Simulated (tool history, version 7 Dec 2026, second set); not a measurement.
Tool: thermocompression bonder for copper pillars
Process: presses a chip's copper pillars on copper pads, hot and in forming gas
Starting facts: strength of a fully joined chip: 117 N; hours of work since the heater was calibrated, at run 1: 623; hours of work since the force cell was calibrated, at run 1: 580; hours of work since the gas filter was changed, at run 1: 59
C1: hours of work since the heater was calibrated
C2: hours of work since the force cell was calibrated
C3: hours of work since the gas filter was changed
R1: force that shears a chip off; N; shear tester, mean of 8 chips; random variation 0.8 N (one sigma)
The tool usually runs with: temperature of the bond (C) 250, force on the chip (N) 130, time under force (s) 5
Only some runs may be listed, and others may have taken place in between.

run 1 hour=0.0 | temperature_of_the_bond_(C)=250 force_on_the_chip_(N)=130 time_under_force_(s)=5 | C1=623 C2=580 C3=59 | R1=71.2
run 2 hour=13.8 | temperature_of_the_bond_(C)=250 force_on_the_chip_(N)=130 time_under_force_(s)=5 | C1=630 C2=588 C3=67 | R1=71.6
run 3 hour=42.6 | temperature_of_the_bond_(C)=250 force_on_the_chip_(N)=130 time_under_force_(s)=5 | C1=645 C2=603 C3=82 | R1=70.3
run 4 hour=62.3 | temperature_of_the_bond_(C)=250 force_on_the_chip_(N)=130 time_under_force_(s)=12 | C1=656 C2=614 C3=92 | R1=90.7
run 5 hour=82.4 | temperature_of_the_bond_(C)=250 force_on_the_chip_(N)=130 time_under_force_(s)=12 | C1=667 C2=624 C3=103 | R1=90.0
run 6 hour=108.6 | temperature_of_the_bond_(C)=250 force_on_the_chip_(N)=130 time_under_force_(s)=12 | C1=681 C2=638 C3=117 | R1=89.5
run 7 hour=123.8 | temperature_of_the_bond_(C)=250 force_on_the_chip_(N)=130 time_under_force_(s)=12 | C1=689 C2=646 C3=125 | R1=88.1
run 8 hour=150.5 | temperature_of_the_bond_(C)=263 force_on_the_chip_(N)=130 time_under_force_(s)=12 | C1=703 C2=661 C3=140 | R1=96.9
run 9 hour=176.7 | temperature_of_the_bond_(C)=250 force_on_the_chip_(N)=130 time_under_force_(s)=5 | C1=717 C2=675 C3=154 | R1=72.1
run 10 hour=204.2 | temperature_of_the_bond_(C)=250 force_on_the_chip_(N)=130 time_under_force_(s)=5 | C1=732 C2=689 C3=168 | R1=70.8
run 11 hour=228.6 | temperature_of_the_bond_(C)=250 force_on_the_chip_(N)=130 time_under_force_(s)=5 | C1=745 C2=702 C3=181 | R1=71.7
run 12 hour=253.3 | temperature_of_the_bond_(C)=250 force_on_the_chip_(N)=130 time_under_force_(s)=5 | C1=758 C2=715 C3=194 | R1=70.7
-- hour=271.0 heater calibrated with a thermocouple chip
run 13 hour=272.4 | temperature_of_the_bond_(C)=250 force_on_the_chip_(N)=130 time_under_force_(s)=4 | C1=1 C2=725 C3=204 | R1=67.4
run 14 hour=287.2 | temperature_of_the_bond_(C)=250 force_on_the_chip_(N)=130 time_under_force_(s)=5 | C1=9 C2=733 C3=211 | R1=72.7
run 15 hour=312.3 | temperature_of_the_bond_(C)=265 force_on_the_chip_(N)=130 time_under_force_(s)=5 | C1=22 C2=746 C3=225 | R1=81.6
run 16 hour=339.7 | temperature_of_the_bond_(C)=226 force_on_the_chip_(N)=172 time_under_force_(s)=3 | C1=37 C2=760 C3=239 | R1=60.1
run 17 hour=366.9 | temperature_of_the_bond_(C)=272 force_on_the_chip_(N)=172 time_under_force_(s)=5 | C1=51 C2=775 C3=254 | R1=98.6
run 18 hour=379.3 | temperature_of_the_bond_(C)=271 force_on_the_chip_(N)=103 time_under_force_(s)=5 | C1=58 C2=782 C3=261 | R1=70.4
run 19 hour=398.2 | temperature_of_the_bond_(C)=235 force_on_the_chip_(N)=137 time_under_force_(s)=10 | C1=68 C2=792 C3=271 | R1=79.6
run 20 hour=411.2 | temperature_of_the_bond_(C)=235 force_on_the_chip_(N)=137 time_under_force_(s)=10 | C1=75 C2=799 C3=278 | R1=78.4
run 21 hour=428.1 | temperature_of_the_bond_(C)=250 force_on_the_chip_(N)=137 time_under_force_(s)=10 | C1=84 C2=808 C3=287 | R1=90.6
run 22 hour=454.4 | temperature_of_the_bond_(C)=258 force_on_the_chip_(N)=115 time_under_force_(s)=10 | C1=98 C2=822 C3=301 | R1=84.4
run 23 hour=476.7 | temperature_of_the_bond_(C)=258 force_on_the_chip_(N)=102 time_under_force_(s)=10 | C1=110 C2=834 C3=313 | R1=76.0
run 24 hour=499.7 | temperature_of_the_bond_(C)=239 force_on_the_chip_(N)=122 time_under_force_(s)=5 | C1=122 C2=846 C3=325 | R1=59.8
run 25 hour=513.2 | temperature_of_the_bond_(C)=248 force_on_the_chip_(N)=97 time_under_force_(s)=10 | C1=129 C2=853 C3=332 | R1=66.9
run 26 hour=542.3 | temperature_of_the_bond_(C)=249 force_on_the_chip_(N)=97 time_under_force_(s)=10 | C1=145 C2=869 C3=348 | R1=67.3
run 27 hour=569.1 | temperature_of_the_bond_(C)=253 force_on_the_chip_(N)=119 time_under_force_(s)=3 | C1=159 C2=883 C3=362 | R1=56.5
run 28 hour=584.2 | temperature_of_the_bond_(C)=225 force_on_the_chip_(N)=130 time_under_force_(s)=5 | C1=167 C2=891 C3=370 | R1=54.0
run 29 hour=603.1 | temperature_of_the_bond_(C)=225 force_on_the_chip_(N)=130 time_under_force_(s)=5 | C1=177 C2=901 C3=380 | R1=53.4

Predict each of these 5 candidate next runs independently; none follows another, all start after run 29:
run A hour=627.9 | temperature_of_the_bond_(C)=260 force_on_the_chip_(N)=141 time_under_force_(s)=6 | C1=190 C2=914 C3=393 | R1=?
run B hour=627.9 | temperature_of_the_bond_(C)=225 force_on_the_chip_(N)=129 time_under_force_(s)=6 | C1=190 C2=914 C3=393 | R1=?
run C hour=627.9 | temperature_of_the_bond_(C)=250 force_on_the_chip_(N)=158 time_under_force_(s)=5 | C1=190 C2=914 C3=393 | R1=?
run D hour=627.9 | temperature_of_the_bond_(C)=225 force_on_the_chip_(N)=146 time_under_force_(s)=9 | C1=190 C2=914 C3=393 | R1=?
run E hour=627.9 | temperature_of_the_bond_(C)=278 force_on_the_chip_(N)=92 time_under_force_(s)=5 | C1=190 C2=914 C3=393 | R1=?

run=A R1=87.6
run=B R1=56.3
run=C R1=85.3
run=D R1=73.0
run=E R1=69.3
Without the tool's hidden state the same runs would have given:
run=A R1=87.8
run=B R1=56.4
run=C R1=85.5
run=D R1=73.2
run=E R1=69.4
